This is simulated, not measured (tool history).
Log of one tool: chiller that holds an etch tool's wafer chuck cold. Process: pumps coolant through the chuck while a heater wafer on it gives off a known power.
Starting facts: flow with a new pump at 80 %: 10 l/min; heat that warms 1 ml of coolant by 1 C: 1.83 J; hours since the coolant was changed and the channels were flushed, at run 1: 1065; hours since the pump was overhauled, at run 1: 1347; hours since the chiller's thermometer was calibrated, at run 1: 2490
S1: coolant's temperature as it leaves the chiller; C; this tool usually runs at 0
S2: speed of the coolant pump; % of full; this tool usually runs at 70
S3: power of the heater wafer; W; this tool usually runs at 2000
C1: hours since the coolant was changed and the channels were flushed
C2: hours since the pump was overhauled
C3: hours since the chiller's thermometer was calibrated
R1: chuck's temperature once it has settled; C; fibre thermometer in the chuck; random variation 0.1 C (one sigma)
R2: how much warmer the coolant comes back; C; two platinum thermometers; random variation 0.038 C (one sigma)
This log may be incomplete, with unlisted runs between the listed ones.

run 1 day=0 | S1=0 S2=70 S3=2000 | C1=1065 C2=1347 C3=2490 | R1=18.2 R2=7.8
run 2 day=0.775 | S1=0 S2=70 S3=2000 | C1=1084 C2=1366 C3=2508 | R1=18.4 R2=7.8
run 3 day=2.121 | S1=0 S2=87 S3=2000 | C1=1116 C2=1398 C3=2541 | R1=15.4 R2=6.22
run 4 day=3.246 | S1=0 S2=87 S3=2000 | C1=1143 C2=1425 C3=2568 | R1=15.1 R2=6.21
run 5 day=3.862 | S1=0 S2=70 S3=2000 | C1=1158 C2=1440 C3=2582 | R1=18.5 R2=7.83
run 6 day=4.567 | S1=0 S2=70 S3=2056 | C1=1175 C2=1457 C3=2599 | R1=18.8 R2=8.01
run 7 day=5.688 | S1=0 S2=70 S3=2056 | C1=1202 C2=1484 C3=2626 | R1=18.8 R2=8.04
run 8 day=6.938 | S1=0 S2=70 S3=2056 | C1=1232 C2=1514 C3=2656 | R1=19.1 R2=7.98
run 9 day=8.117 | S1=0 S2=70 S3=2000 | C1=1260 C2=1542 C3=2684 | R1=18.5 R2=7.78
-- day=8.425 coolant pump overhauled
run 10 day=9.408 | S1=0 S2=70 S3=2000 | C1=1286 C2=24 C3=2710 | R1=18.7 R2=7.96
run 11 day=10.288 | S1=0 S2=70 S3=2000 | C1=1307 C2=45 C3=2732 | R1=18.7 R2=7.94
run 12 day=11.45 | S1=0 S2=70 S3=2319 | C1=1335 C2=73 C3=2759 | R1=21.8 R2=9.19
run 13 day=12.871 | S1=-3 S2=70 S3=2000 | C1=1369 C2=107 C3=2793 | R1=15.9 R2=8.03
run 14 day=13.721 | S1=0 S2=91 S3=2000 | C1=1390 C2=127 C3=2814 | R1=14.8 R2=6.05
run 15 day=14.967 | S1=0 S2=91 S3=2000 | C1=1419 C2=157 C3=2844 | R1=14.9 R2=6.09
-- day=15.4 coolant pump overhauled, once more
run 16 day=15.954 | S1=0 S2=91 S3=2000 | C1=1438 C2=13 C3=2863 | R1=14.3 R2=5.67
run 17 day=17.004 | S1=-6 S2=70 S3=2000 | C1=1463 C2=38 C3=2888 | R1=11.9 R2=7.51
run 18 day=17.75 | S1=0 S2=70 S3=1334 | C1=1481 C2=56 C3=2906 | R1=12.3 R2=4.98
run 19 day=18.392 | S1=0 S2=70 S3=1334 | C1=1497 C2=72 C3=2921 | R1=12.1 R2=4.99
run 20 day=19.596 | S1=-7 S2=78 S3=1334 | C1=1526 C2=101 C3=2950 | R1=4.1 R2=4.53
run 21 day=20.492 | S1=-6 S2=96 S3=1312 | C1=1547 C2=122 C3=2971 | R1=3.4 R2=3.53
run 22 day=21.45 | S1=-6 S2=96 S3=2720 | C1=1570 C2=145 C3=2994 | R1=12.1 R2=7.32
run 23 day=22.467 | S1=0 S2=76 S3=2333 | C1=1594 C2=170 C3=3019 | R1=19.4 R2=8.06
run 24 day=23.312 | S1=0 S2=76 S3=2333 | C1=1615 C2=190 C3=3039 | R1=19.3 R2=8.03
run 25 day=24.704 | S1=0 S2=76 S3=2333 | C1=1648 C2=223 C3=3073 | R1=19.5 R2=8.01
run 26 day=26.029 | S1=9 S2=95 S3=1893 | C1=1680 C2=255 C3=3104 | R1=22 R2=5.18
run 27 day=27.362 | S1=-6 S2=70 S3=2103 | C1=1712 C2=287 C3=3136 | R1=13 R2=7.89
run 28 day=28.425 | S1=7 S2=75 S3=2826 | C1=1737 C2=313 C3=3162 | R1=30.9 R2=9.89
run 29 day=29.212 | S1=7 S2=75 S3=2826 | C1=1756 C2=331 C3=3181 | R1=30.9 R2=9.92
run 30 day=30.138 | S1=8 S2=80 S3=1184 | C1=1779 C2=354 C3=3203 | R1=17.8 R2=3.88
run 31 day=31.546 | S1=8 S2=80 S3=1184 | C1=1812 C2=387 C3=3237 | R1=18 R2=3.83

Here are 4 independent what-if runs from the current tool condition. What would each one return?
run A day=32.871 | S1=7 S2=71 S3=2124 | C1=1844 C2=419 C3=3269 | R1=? R2=?
run B day=32.871 | S1=3 S2=70 S3=2000 | C1=1844 C2=419 C3=3269 | R1=? R2=?
run C day=32.871 | S1=-4 S2=98 S3=1693 | C1=1844 C2=419 C3=3269 | R1=? R2=?
run D day=32.871 | S1=-2 S2=82 S3=1184 | C1=1844 C2=419 C3=3269 | R1=? R2=?

run=A R1=25.9 R2=7.91
run=B R1=21.2 R2=7.58
run=C R1=7.4 R2=4.59
run=D R1=7.5 R2=3.81
With the hidden condition removed and each run's random variation left untouched, the same runs would have given:
run=A R1=24.8 R2=7.88
run=B R1=20.1 R2=7.56
run=C R1=6.5 R2=4.57
run=D R1=6.7 R2=3.79
